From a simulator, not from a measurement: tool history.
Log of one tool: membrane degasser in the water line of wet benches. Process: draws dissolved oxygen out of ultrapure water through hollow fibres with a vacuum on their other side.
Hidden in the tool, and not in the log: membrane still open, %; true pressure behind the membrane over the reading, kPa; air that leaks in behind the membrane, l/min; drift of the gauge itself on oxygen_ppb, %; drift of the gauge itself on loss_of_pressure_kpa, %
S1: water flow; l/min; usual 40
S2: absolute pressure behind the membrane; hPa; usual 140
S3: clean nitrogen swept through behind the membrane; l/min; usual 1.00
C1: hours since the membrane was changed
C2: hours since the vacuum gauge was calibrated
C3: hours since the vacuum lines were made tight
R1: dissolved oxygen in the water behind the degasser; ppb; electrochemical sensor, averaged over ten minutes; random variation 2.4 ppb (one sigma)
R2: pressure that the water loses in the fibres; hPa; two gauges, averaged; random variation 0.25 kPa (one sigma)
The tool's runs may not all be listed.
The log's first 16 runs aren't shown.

run 17 hour=2393.6 | S1=40 S2=140 S3=1.42 | C1=8291 C2=333 C3=3166 | R1=633.1 R2=637.8
run 18 hour=2568.3 | S1=51 S2=140 S3=1.42 | C1=8465 C2=508 C3=3341 | R1=791.2 R2=818.9
run 19 hour=2647.3 | S1=40 S2=344 S3=1.70 | C1=8544 C2=587 C3=3420 | R1=1385.9 R2=633.6
run 20 hour=2746.3 | S1=59 S2=235 S3=1.70 | C1=8643 C2=686 C3=3519 | R1=1339.0 R2=945.7
run 21 hour=2842.7 | S1=59 S2=209 S3=1.70 | C1=8740 C2=782 C3=3615 | R1=1195.4 R2=947.0
run 22 hour=2990.2 | S1=59 S2=90 S3=0.71 | C1=8887 C2=930 C3=3762 | R1=828.3 R2=941.7
run 23 hour=3138.2 | S1=59 S2=90 S3=0.71 | C1=9035 C2=1078 C3=3910 | R1=835.5 R2=942.2
run 24 hour=3275.1 | S1=59 S2=90 S3=0.71 | C1=9172 C2=1215 C3=4047 | R1=839.1 R2=940.0
-- hour=3310.4 seals of the vacuum lines changed
run 25 hour=3359.4 | S1=52 S2=181 S3=0.58 | C1=9254 C2=1297 C3=49 | R1=1857.7 R2=827.6
run 26 hour=3468.3 | S1=29 S2=232 S3=0.83 | C1=9363 C2=1406 C3=158 | R1=1258.4 R2=455.7
run 27 hour=3593.6 | S1=33 S2=149 S3=0.68 | C1=9488 C2=1531 C3=283 | R1=996.1 R2=527.3
run 28 hour=3704.7 | S1=46 S2=92 S3=1.63 | C1=9600 C2=1642 C3=394 | R1=392.5 R2=727.6
run 29 hour=3811.2 | S1=37 S2=145 S3=1.25 | C1=9706 C2=1749 C3=501 | R1=678.4 R2=586.2
run 30 hour=3903.3 | S1=37 S2=145 S3=1.25 | C1=9798 C2=1841 C3=593 | R1=675.8 R2=590.2
run 31 hour=4071.8 | S1=26 S2=113 S3=0.92 | C1=9967 C2=2009 C3=761 | R1=471.3 R2=412.0
run 32 hour=4176.6 | S1=40 S2=132 S3=0.88 | C1=10072 C2=2114 C3=866 | R1=841.0 R2=636.0
run 33 hour=4322.5 | S1=40 S2=132 S3=0.88 | C1=10217 C2=2260 C3=1012 | R1=842.0 R2=635.6

3 ways to go on from here, each from the tool as it stands after run 33. What would each give?
run A hour=4475.6 | S1=40 S2=301 S3=1.00 | C1=10370 C2=2413 C3=1165 | R1=? R2=?
run B hour=4475.6 | S1=45 S2=140 S3=1.00 | C1=10370 C2=2413 C3=1165 | R1=? R2=?
run C hour=4475.6 | S1=32 S2=140 S3=1.00 | C1=10370 C2=2413 C3=1165 | R1=? R2=?

run=A R1=1786.5 R2=635.2
run=B R1=904.2 R2=710.6
run=C R1=681.5 R2=504.0
Without the tool's hidden state the same runs would have given:
run=A R1=1786.1 R2=652.3
run=B R1=903.5 R2=729.8
run=C R1=681.1 R2=517.6
